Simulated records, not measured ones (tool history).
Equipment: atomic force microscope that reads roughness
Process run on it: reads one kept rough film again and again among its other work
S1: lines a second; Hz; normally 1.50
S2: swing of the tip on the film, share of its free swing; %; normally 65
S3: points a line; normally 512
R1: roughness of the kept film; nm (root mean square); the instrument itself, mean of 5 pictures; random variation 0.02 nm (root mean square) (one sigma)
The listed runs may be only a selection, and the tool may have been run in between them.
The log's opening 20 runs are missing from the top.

{"run": 21, "hour": 877.1, "S1": 1.71, "S2": 88, "S3": 323, "R1": 3.851}
{"hour": 888.2, "done": "new tip fitted"}
{"hour": 926.4, "done": "height scale calibrated on a step standard"}
{"run": 22, "hour": 926.6, "S1": 1.13, "S2": 81, "S3": 409, "R1": 4.659}
{"run": 23, "hour": 970.0, "S1": 1.13, "S2": 81, "S3": 409, "R1": 4.559}
{"run": 24, "hour": 1019.8, "S1": 0.94, "S2": 72, "S3": 822, "R1": 4.635}
{"run": 25, "hour": 1064.1, "S1": 0.94, "S2": 72, "S3": 822, "R1": 4.523}
{"run": 26, "hour": 1115.5, "S1": 3.76, "S2": 71, "S3": 512, "R1": 3.971}
{"hour": 1145.1, "done": "new tip fitted"}
{"run": 27, "hour": 1162.6, "S1": 3.76, "S2": 71, "S3": 302, "R1": 4.423}
{"run": 28, "hour": 1199.3, "S1": 1.96, "S2": 76, "S3": 512, "R1": 4.557}
{"run": 29, "hour": 1248.0, "S1": 0.62, "S2": 65, "S3": 512, "R1": 4.842}
{"run": 30, "hour": 1304.0, "S1": 0.65, "S2": 88, "S3": 590, "R1": 4.491}
{"run": 31, "hour": 1347.3, "S1": 3.09, "S2": 63, "S3": 512, "R1": 4.358}
{"run": 32, "hour": 1392.0, "S1": 0.79, "S2": 65, "S3": 330, "R1": 4.488}
{"hour": 1403.2, "done": "new tip fitted"}
{"run": 33, "hour": 1433.3, "S1": 1.05, "S2": 84, "S3": 416, "R1": 4.702}
{"run": 34, "hour": 1477.2, "S1": 1.1, "S2": 81, "S3": 329, "R1": 4.605}
{"run": 35, "hour": 1518.2, "S1": 1.1, "S2": 81, "S3": 329, "R1": 4.522}
{"run": 36, "hour": 1570.1, "S1": 1.5, "S2": 82, "S3": 512, "R1": 4.299}
{"run": 37, "hour": 1617.1, "S1": 1.5, "S2": 82, "S3": 512, "R1": 4.171}
{"hour": 1663.8, "done": "new tip fitted"}
{"run": 38, "hour": 1664.8, "S1": 2.11, "S2": 57, "S3": 351, "R1": 5.002}

What if the next run were any one of these 3? Each begins from the tool's condition after run 38:
{"run": "A", "hour": 1694.5, "S1": 1.5, "S2": 61, "S3": 364, "R1": "?"}
{"run": "B", "hour": 1694.5, "S1": 1.04, "S2": 73, "S3": 975, "R1": "?"}
{"run": "C", "hour": 1694.5, "S1": 0.93, "S2": 65, "S3": 468, "R1": "?"}

run=A R1=4.942
run=B R1=4.864
run=C R1=4.987
With the hidden condition removed and each run's random variation left untouched, the same runs would have given:
run=A R1=5.035
run=B R1=4.956
run=C R1=5.081
